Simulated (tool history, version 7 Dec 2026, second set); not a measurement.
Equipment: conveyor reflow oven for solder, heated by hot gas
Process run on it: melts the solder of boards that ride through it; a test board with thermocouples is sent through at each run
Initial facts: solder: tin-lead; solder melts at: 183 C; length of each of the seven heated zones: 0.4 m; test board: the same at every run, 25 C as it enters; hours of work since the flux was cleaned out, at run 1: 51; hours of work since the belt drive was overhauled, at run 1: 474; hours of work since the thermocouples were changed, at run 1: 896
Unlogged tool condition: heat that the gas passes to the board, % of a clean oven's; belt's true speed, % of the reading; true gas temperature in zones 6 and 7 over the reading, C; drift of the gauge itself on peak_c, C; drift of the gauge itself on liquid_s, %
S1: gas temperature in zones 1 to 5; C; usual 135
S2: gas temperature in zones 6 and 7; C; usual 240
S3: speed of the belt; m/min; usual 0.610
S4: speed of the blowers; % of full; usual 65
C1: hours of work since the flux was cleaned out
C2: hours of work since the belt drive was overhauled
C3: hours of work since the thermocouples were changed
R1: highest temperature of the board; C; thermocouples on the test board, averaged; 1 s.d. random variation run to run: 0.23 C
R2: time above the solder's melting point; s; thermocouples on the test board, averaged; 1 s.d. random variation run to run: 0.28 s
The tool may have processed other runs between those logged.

run    hour   S1   S2     S3  S4   C1    C2    C3     R1    R2
  1     0.0  135  240  0.610  65   51   474   896  222.0  61.0
  2    68.4  135  240  0.600  65  101   523   945  222.0  63.1
  3   116.2  135  240  0.600  65  135   558   980  222.1  62.9
      171.0  -- flux residue cleaned out of gas plates and filters
  4   187.5  135  240  0.600  65   12   605  1028  223.3  63.8
  5   246.0  135  240  0.600  65   54   648  1070  222.9  63.8
  6   276.1  135  240  0.600  65   76   669  1092  222.8  63.5
      323.0  -- thermocouples of zones 6 and 7 changed
  7   327.7  135  240  0.610  65  112   705     3  218.6  59.1
  8   377.1  135  240  0.610  65  147   741    39  218.6  59.2
      413.0  -- flux residue cleaned out of gas plates and filters
  9   417.1  135  240  0.610  65    3   766    64  219.4  60.4
 10   455.4  135  239  0.610  65   31   794    92  218.7  59.6
 11   491.2  148  240  0.610  65   57   820   118  222.1  67.2
 12   543.8  139  240  0.610  65   94   858   156  220.2  62.4
 13   581.6  139  240  0.610  65  122   885   183  219.9  62.8
      652.1  -- flux residue cleaned out of gas plates and filters
 14   652.1  139  240  0.610  65    0   932   231  220.7  63.0
 15   698.4  135  240  0.596  65   33   966   264  221.1  63.5
 16   768.2  124  235  0.575  55   84  1016   314  212.6  54.0
 17   812.9  127  244  0.598  73  116  1049   347  224.5  63.4
 18   857.1  138  249  0.620  90  148  1081   379  233.3  69.7
      893.5  -- flux residue cleaned out of gas plates and filters
 19   909.7  148  246  0.576  65   12  1115   413  230.6  78.1
 20   941.3  148  246  0.576  65   35  1138   436  230.6  77.5
 21   983.8  148  246  0.665  65   65  1169   467  225.1  64.0
 22  1021.8  138  233  0.610  83   93  1196   494  219.0  62.8
 23  1094.6  138  233  0.610  83  145  1249   547  219.4  62.8
     1133.2  -- flux residue cleaned out of gas plates and filters
 24  1156.7  138  233  0.610  83   17  1290   588  220.0  64.1
 25  1217.1  130  248  0.610  66   61  1333   631  227.6  66.0
     1226.3  -- belt drive overhauled, speed set with a stopwatch
 26  1258.8  146  253  0.610  72   88    23   659  235.0  72.3
 27  1306.7  135  243  0.604  67  122    58   693  223.4  62.5
 28  1367.1  127  231  0.594  69  166   102   737  212.6  51.9
     1376.8  -- flux residue cleaned out of gas plates and filters
 29  1402.8  127  231  0.594  69   19   124   759  213.7  53.4

Branching from run 29: 3 alternative next runs. What would each branch give?
  A  1440.4  127  231  0.673  69  46  151  786   ?   ?
  B  1440.4  127  231  0.527  69  46  151  786   ?   ?
  C  1440.4  135  240  0.597  55  46  151  786   ?   ?

run     R1    R2
  A  208.3  42.0
  B  217.5  64.9
  C  218.3  59.2
The same runs, with their run-to-run variation unchanged, on a tool lacking any hidden condition would have given:
run     R1    R2
  A  206.5  40.1
  B  215.4  62.9
  C  216.3  57.3
